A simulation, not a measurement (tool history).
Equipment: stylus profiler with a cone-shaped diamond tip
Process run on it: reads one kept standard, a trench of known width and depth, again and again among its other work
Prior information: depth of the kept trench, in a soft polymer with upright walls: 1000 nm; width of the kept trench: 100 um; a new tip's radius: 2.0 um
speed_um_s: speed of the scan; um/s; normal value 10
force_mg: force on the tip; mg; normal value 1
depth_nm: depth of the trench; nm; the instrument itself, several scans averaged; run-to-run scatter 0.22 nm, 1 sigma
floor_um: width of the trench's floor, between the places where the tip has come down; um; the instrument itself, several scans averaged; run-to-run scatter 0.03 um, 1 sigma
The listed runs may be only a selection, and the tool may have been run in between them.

run	hour	speed_um_s	force_mg	depth_nm	floor_um
1	0	10	1	1009.05	96.18
2	119.3	10	0.57	1006.52	96.07
3	205.5	10	1.14	1010.09	95.93
4	333.7	10	1	1009.86	95.72
5	447.4	10	1	1009.81	95.69
6	536.3	10	0.79	1009.54	95.59
7	640.1	10	0.79	1008.93	95.53
8	699.6	10	0.79	1009.31	95.47
9	775.9	10	0.57	1008.59	95.38
10	873.6	10	0.57	1008.82	95.28
11	974.7	10	0.57	1008.95	95.2
12	1085.3	10	0.57	1009.34	95.11
13	1191.7	10	0.57	1009.6	95.05
14	1271.1	10	0.57	1009.88	95.01
15	1354.5	10	1	1012.22	94.88
16	1493.7	10	1	1012.67	94.73
17	1565.9	3	0.76	1011.57	94.7
18	1644.2	15	0.42	1009.74	94.52
19	1742.2	10	2.03	1018.18	94.62
20	1881.1	10	2.03	1018.06	94.42
21	2003.4	17	1	1014.07	94.32
# hour 2039.7: new tip fitted, height scale calibrated
22	2077.3	17	1	1007.16	96.43
23	2207.4	3	1.1	1008.36	96.28
24	2285.8	39	1.1	1008.91	96.11
25	2363.2	39	1.1	1008.85	96.04
26	2499.6	13	1.1	1009.11	95.99
27	2636.3	10	1	1009.15	95.85
28	2741.2	22	0.57	1006.94	95.69
29	2881.4	4	1.95	1014.04	95.7
30	2971.7	8	1	1009.7	95.52
31	3092.6	8	1	1009.96	95.42
32	3170	11	1.22	1011.26	95.33

What if the next run were any one of these 5? Each begins from the tool's condition after run 32:
A	3242.5	16	1.3	?	?
B	3242.5	31	0.8	?	?
C	3242.5	16	1.31	?	?
D	3242.5	24	1.22	?	?
E	3242.5	10	1.72	?	?

run	depth_nm	floor_um
A	1011.74	95.23
B	1009.42	95.17
C	1012	95.32
D	1011.72	95.24
E	1013.77	95.24
What these runs would have given with no unlogged condition in the tool:
run	depth_nm	floor_um
A	1009.04	96.43
B	1006.72	96.37
C	1009.3	96.52
D	1009.02	96.44
E	1011.06	96.44
